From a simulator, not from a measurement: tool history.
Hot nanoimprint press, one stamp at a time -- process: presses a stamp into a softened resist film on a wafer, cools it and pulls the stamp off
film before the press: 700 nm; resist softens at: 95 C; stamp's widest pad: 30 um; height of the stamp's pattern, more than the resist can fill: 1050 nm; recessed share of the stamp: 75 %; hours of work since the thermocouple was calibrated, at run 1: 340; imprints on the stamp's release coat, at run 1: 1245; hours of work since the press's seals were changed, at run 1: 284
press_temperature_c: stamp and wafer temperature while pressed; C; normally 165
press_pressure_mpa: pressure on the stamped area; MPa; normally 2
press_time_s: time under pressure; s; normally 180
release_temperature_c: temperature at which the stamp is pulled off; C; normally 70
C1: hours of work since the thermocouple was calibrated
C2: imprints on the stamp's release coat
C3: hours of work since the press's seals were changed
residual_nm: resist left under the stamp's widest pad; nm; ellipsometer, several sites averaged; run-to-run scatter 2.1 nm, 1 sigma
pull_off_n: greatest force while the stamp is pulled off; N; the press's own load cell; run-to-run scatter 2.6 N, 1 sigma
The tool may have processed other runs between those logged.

run 1 day=0 | press_temperature_c=165 press_pressure_mpa=2 press_time_s=180 release_temperature_c=70 | C1=340 C2=1245 C3=284 | residual_nm=334.5 pull_off_n=120
run 2 day=0.392 | press_temperature_c=176 press_pressure_mpa=2 press_time_s=180 release_temperature_c=70 | C1=346 C2=1281 C3=290 | residual_nm=229.5 pull_off_n=117
run 3 day=0.938 | press_temperature_c=176 press_pressure_mpa=2 press_time_s=180 release_temperature_c=70 | C1=354 C2=1331 C3=298 | residual_nm=228.5 pull_off_n=119
run 4 day=1.45 | press_temperature_c=165 press_pressure_mpa=2 press_time_s=180 release_temperature_c=70 | C1=362 C2=1378 C3=306 | residual_nm=336.7 pull_off_n=122
run 5 day=1.912 | press_temperature_c=159 press_pressure_mpa=2 press_time_s=180 release_temperature_c=70 | C1=369 C2=1421 C3=313 | residual_nm=416.1 pull_off_n=123
run 6 day=2.492 | press_temperature_c=165 press_pressure_mpa=2 press_time_s=180 release_temperature_c=70 | C1=378 C2=1474 C3=322 | residual_nm=334.9 pull_off_n=119
run 7 day=2.992 | press_temperature_c=165 press_pressure_mpa=2 press_time_s=180 release_temperature_c=70 | C1=385 C2=1520 C3=329 | residual_nm=331.7 pull_off_n=121
run 8 day=3.458 | press_temperature_c=165 press_pressure_mpa=1.5 press_time_s=180 release_temperature_c=70 | C1=393 C2=1563 C3=337 | residual_nm=373.7 pull_off_n=114
run 9 day=3.95 | press_temperature_c=165 press_pressure_mpa=2 press_time_s=180 release_temperature_c=65 | C1=400 C2=1608 C3=344 | residual_nm=339.4 pull_off_n=135
run 10 day=4.429 | press_temperature_c=165 press_pressure_mpa=2 press_time_s=180 release_temperature_c=69 | C1=407 C2=1652 C3=351 | residual_nm=335.6 pull_off_n=125
run 11 day=4.917 | press_temperature_c=173 press_pressure_mpa=2 press_time_s=180 release_temperature_c=70 | C1=415 C2=1697 C3=359 | residual_nm=254 pull_off_n=123
run 12 day=5.404 | press_temperature_c=165 press_pressure_mpa=2 press_time_s=148 release_temperature_c=70 | C1=422 C2=1741 C3=366 | residual_nm=366 pull_off_n=119
run 13 day=5.921 | press_temperature_c=165 press_pressure_mpa=2 press_time_s=180 release_temperature_c=70 | C1=430 C2=1789 C3=374 | residual_nm=337.1 pull_off_n=126
run 14 day=6.404 | press_temperature_c=163 press_pressure_mpa=2 press_time_s=180 release_temperature_c=70 | C1=438 C2=1833 C3=382 | residual_nm=359.8 pull_off_n=123
run 15 day=6.929 | press_temperature_c=165 press_pressure_mpa=2 press_time_s=180 release_temperature_c=70 | C1=446 C2=1881 C3=390 | residual_nm=335.2 pull_off_n=118
run 16 day=7.408 | press_temperature_c=176 press_pressure_mpa=2.34 press_time_s=268 release_temperature_c=57 | C1=453 C2=1925 C3=397 | residual_nm=179.1 pull_off_n=154
run 17 day=8.088 | press_temperature_c=164 press_pressure_mpa=2 press_time_s=180 release_temperature_c=70 | C1=464 C2=1988 C3=408 | residual_nm=347.2 pull_off_n=118
-- day=8.404 stamp cleaned and given a new release coat
run 18 day=9.054 | press_temperature_c=164 press_pressure_mpa=2 press_time_s=180 release_temperature_c=70 | C1=475 C2=59 C3=419 | residual_nm=346 pull_off_n=118
run 19 day=9.642 | press_temperature_c=159 press_pressure_mpa=2.3 press_time_s=292 release_temperature_c=74 | C1=484 C2=113 C3=428 | residual_nm=335.1 pull_off_n=106

What will run 20 give?
run 20 day=9.954 | press_temperature_c=159 press_pressure_mpa=2.3 press_time_s=292 release_temperature_c=74 | C1=488 C2=142 C3=432 | residual_nm=? pull_off_n=?

residual_nm: 329.4 nm
pull_off_n: 110 N
Were there no unlogged condition in the tool, this run, its random variation unchanged, would have produced residual_nm 328.7 nm, pull_off_n 110 N.

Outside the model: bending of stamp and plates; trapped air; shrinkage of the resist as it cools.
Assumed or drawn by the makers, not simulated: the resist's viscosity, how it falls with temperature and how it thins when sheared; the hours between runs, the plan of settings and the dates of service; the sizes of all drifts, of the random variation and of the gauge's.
